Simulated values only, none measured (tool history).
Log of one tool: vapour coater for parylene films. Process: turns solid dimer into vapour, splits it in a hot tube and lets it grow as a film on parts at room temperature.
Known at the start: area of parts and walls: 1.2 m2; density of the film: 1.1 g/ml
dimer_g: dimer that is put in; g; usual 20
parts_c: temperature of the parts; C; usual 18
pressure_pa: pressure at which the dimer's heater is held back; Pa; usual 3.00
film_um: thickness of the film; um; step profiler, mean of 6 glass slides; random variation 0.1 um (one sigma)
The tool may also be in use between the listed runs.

| run | day | dimer_g | parts_c | pressure_pa | film_um |
|---|---|---|---|---|---|
| 1 | 0.000 | 20 | 18 | 3.00 | 10.68 |
| 2 | 0.779 | 20 | 18 | 3.00 | 10.71 |
| 3 | 1.408 | 20 | 18 | 3.00 | 10.58 |
|  | 2.317 | trap's valve overhauled |
| 4 | 2.525 | 20 | 18 | 2.75 | 10.22 |
| 5 | 3.388 | 20 | 18 | 2.75 | 10.19 |
| 6 | 4.367 | 20 | 18 | 2.75 | 10.07 |
| 7 | 5.175 | 20 | 18 | 2.75 | 10.01 |
|  | 5.854 | trap's valve overhauled, once more |
| 8 | 6.062 | 17 | 18 | 3.00 | 10.09 |
| 9 | 6.750 | 20 | 26 | 3.00 | 8.79 |
| 10 | 7.471 | 20 | 18 | 3.00 | 11.94 |
| 11 | 8.062 | 20 | 18 | 3.00 | 12.03 |
| 12 | 8.879 | 20 | 18 | 3.00 | 11.84 |
| 13 | 9.479 | 20 | 18 | 3.00 | 11.78 |
| 14 | 10.267 | 20 | 18 | 3.00 | 11.88 |
| 15 | 10.671 | 20 | 18 | 4.75 | 10.60 |
| 16 | 11.462 | 20 | 18 | 4.75 | 10.84 |
| 17 | 12.046 | 20 | 23 | 3.00 | 9.66 |
| 18 | 12.479 | 20 | 23 | 3.00 | 9.61 |
| 19 | 12.979 | 20 | 23 | 2.31 | 10.17 |
| 20 | 13.817 | 20 | 18 | 3.00 | 11.76 |
| 21 | 14.625 | 20 | 18 | 3.00 | 11.72 |
| 22 | 15.521 | 20 | 18 | 3.00 | 11.47 |
| 23 | 16.000 | 20 | 18 | 3.00 | 11.86 |
| 24 | 16.692 | 15 | 17 | 11.07 | 6.88 |
| 25 | 17.300 | 18 | 17 | 3.00 | 10.87 |
| 26 | 18.212 | 18 | 17 | 3.00 | 10.89 |
| 27 | 19.042 | 18 | 17 | 3.00 | 10.83 |
| 28 | 19.496 | 19 | 14 | 3.00 | 12.81 |
| 29 | 19.921 | 19 | 14 | 3.00 | 12.85 |
| 30 | 20.392 | 19 | 14 | 3.00 | 12.84 |
| 31 | 21.017 | 20 | 24 | 3.00 | 9.05 |
| 32 | 21.417 | 28 | 18 | 2.37 | 16.85 |
| 33 | 22.154 | 28 | 18 | 2.37 | 16.75 |
| 34 | 22.846 | 12 | 19 | 2.64 | 6.79 |
| 35 | 23.671 | 12 | 19 | 2.64 | 6.79 |
| 36 | 24.138 | 27 | 18 | 3.00 | 15.49 |
| 37 | 24.721 | 21 | 16 | 5.20 | 11.61 |
| 38 | 25.321 | 34 | 28 | 2.26 | 13.84 |
| 39 | 26.058 | 20 | 18 | 9.18 | 8.93 |
| 40 | 26.946 | 20 | 11 | 5.92 | 13.15 |
| 41 | 27.896 | 20 | 11 | 5.92 | 12.92 |
| 42 | 28.750 | 9 | 18 | 3.42 | 4.99 |
| 43 | 29.621 | 10 | 18 | 2.96 | 5.68 |
| 44 | 30.583 | 10 | 18 | 6.47 | 4.81 |
| 45 | 31.042 | 12 | 20 | 3.62 | 5.98 |
| 46 | 31.462 | 9 | 16 | 6.13 | 4.73 |

Forecast each of these 3 alternatives for the next run:
| A | 32.400 | 9 | 26 | 6.13 | ? |
| B | 32.400 | 18 | 16 | 6.13 | ? |
| C | 32.400 | 34 | 15 | 3.63 | ? |

| run | film_um |
|---|---|
| A | 3.15 |
| B | 9.55 |
| C | 20.58 |
Without the tool's hidden state the same runs would have given:
| run | film_um |
|---|---|
| A | 3.43 |
| B | 10.37 |
| C | 22.37 |
